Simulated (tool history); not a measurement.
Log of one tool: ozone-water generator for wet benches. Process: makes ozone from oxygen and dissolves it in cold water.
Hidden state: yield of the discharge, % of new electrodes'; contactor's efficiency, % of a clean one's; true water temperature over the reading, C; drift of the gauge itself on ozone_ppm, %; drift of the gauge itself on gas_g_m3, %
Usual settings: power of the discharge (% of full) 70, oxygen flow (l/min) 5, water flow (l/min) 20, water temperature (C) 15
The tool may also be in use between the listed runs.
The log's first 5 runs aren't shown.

run,hour,power of the discharge (% of full),oxygen flow (l/min),water flow (l/min),water temperature (C),hours of work since the electrodes were changed,hours of work since the contactor was cleaned,hours of work since the thermometer was calibrated,dissolved ozone (ppm),ozone in the gas ahead of the water (g/m3)
6,382.2,94,5,20,15,1612,2058,2951,17.1,202.7
7,422.2,94,5,20,15,1646,2092,2985,17.4,202.4
8,480.6,94,5,20,15,1696,2142,3035,17.3,202.1
9,520.9,70,5,20,8,1730,2176,3069,14.4,155
10,618,70,5,20,8,1813,2259,3152,14.3,152.6
11,699.7,70,5,30,15,1882,2329,3222,9.3,152.4
12,745,70,5,20,15,1921,2367,3260,13,154.6
13,838,70,5,20,12,2000,2447,3339,13.4,153.2
14,917.4,70,5,20,12,2068,2514,3407,13.7,152
15,966.2,70,5,20,15,2109,2556,3449,13.2,153.6
16,1037.2,70,5,20,15,2170,2616,3509,13.2,153.4
17,1083.3,70,5,20,15,2209,2656,3548,13.3,152.5
18,1174.8,70,5.36,31,19,2287,2734,3626,8.6,149.8
19,1261.1,70,5.36,31,19,2361,2807,3700,8.6,148.3
20,1320.4,95,3.84,17,19,2411,2858,3751,18.8,237.8
21,1403.6,56,3.84,17,9,2482,2929,3821,12.9,144.6
22,1447.1,70,5,31,15,2519,2966,3859,9.1,155.4

Run 23 comes next. What will it give?
23,1513.5,65,3.12,15,9,2576,3022,3915,?,?

{"run 23": {"dissolved ozone (ppm)": 16.4, "ozone in the gas ahead of the water (g/m3)": 186.4}}
Without the tool's hidden state the same run would have given dissolved ozone (ppm) 16.4, ozone in the gas ahead of the water (g/m3) 186.5.
